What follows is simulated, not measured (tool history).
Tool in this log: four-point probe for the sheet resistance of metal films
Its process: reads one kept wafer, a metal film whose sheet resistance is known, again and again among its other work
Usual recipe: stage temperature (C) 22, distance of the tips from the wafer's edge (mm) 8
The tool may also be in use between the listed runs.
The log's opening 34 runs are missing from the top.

run,hour,stage temperature (C),distance of the tips from the wafer's edge (mm),sheet resistance as the instrument gives it (ohm/square)
# hour 1519.6: new probe head fitted
35,1557.0,33,6,0.058513
36,1617.9,31,13,0.058270
37,1677.4,32,7,0.058408
38,1711.0,19,60,0.058590
39,1743.5,28,21,0.058280
40,1782.4,33,42,0.058088
41,1823.5,33,42,0.058061
42,1858.2,30,32,0.058145
43,1901.6,31,59,0.058080
44,1938.8,31,59,0.058062
45,1993.5,24,8,0.058471

Here are 3 independent what-if runs from the current tool condition. What would each one return?
A,2046.3,29,8,?
B,2046.3,21,8,?
C,2046.3,32,28,?

run,sheet resistance as the instrument gives it (ohm/square)
A,0.058279
B,0.058554
C,0.057990
Without the tool's unlogged condition, the same runs would have read:
run,sheet resistance as the instrument gives it (ohm/square)
A,0.058783
B,0.059062
C,0.058491
